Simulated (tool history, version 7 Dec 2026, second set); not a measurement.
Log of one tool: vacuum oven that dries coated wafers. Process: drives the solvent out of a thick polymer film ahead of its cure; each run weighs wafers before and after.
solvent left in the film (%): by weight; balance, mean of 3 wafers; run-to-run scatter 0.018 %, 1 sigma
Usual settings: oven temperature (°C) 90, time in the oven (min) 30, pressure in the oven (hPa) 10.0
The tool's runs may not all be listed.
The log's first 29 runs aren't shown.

run	hour	oven temperature (°C)	time in the oven (min)	pressure in the oven (hPa)	hours of work since the thermocouples were calibrated	hours of work since the vacuum gauge was cleaned of residue	solvent left in the film (%)
30	1573.2	103	42	6.3	622	41	0.45
31	1613.1	103	42	6.3	652	71	0.42
32	1684.5	80	45	30.6	705	124	5.57
33	1723.3	90	20	6.5	735	153	4.96
# hour 1762.7: oven's thermocouples calibrated
34	1783.9	90	30	7.8	16	197	2.82
35	1823.3	81	19	17.6	45	227	8.92
36	1869.5	81	19	17.6	80	261	8.94
37	1925.9	81	19	17.6	122	303	8.87
38	1956.5	81	19	17.6	145	326	8.98
39	2012.0	75	19	16.0	186	368	10.75
40	2059.3	75	19	16.0	222	403	10.80
41	2128.8	92	30	10.0	274	455	2.55
42	2199.5	92	30	10.0	326	508	2.55
43	2267.1	92	30	10.0	377	558	2.51
44	2317.4	78	29	29.4	415	596	8.42
45	2351.5	78	29	29.4	440	621	8.38
46	2401.2	75	41	15.1	477	659	5.91

Here are 3 independent what-if runs from the current tool condition. What would each one return?
A	2462.7	75	41	9.7	523	705	?
B	2462.7	90	31	31.9	523	705	?
C	2462.7	90	28	10.0	523	705	?

run	solvent left in the film (%)
A	5.21
B	4.43
C	3.26
With no hidden state in the tool, these same runs would have given:
run	solvent left in the film (%)
A	5.22
B	4.43
C	3.26

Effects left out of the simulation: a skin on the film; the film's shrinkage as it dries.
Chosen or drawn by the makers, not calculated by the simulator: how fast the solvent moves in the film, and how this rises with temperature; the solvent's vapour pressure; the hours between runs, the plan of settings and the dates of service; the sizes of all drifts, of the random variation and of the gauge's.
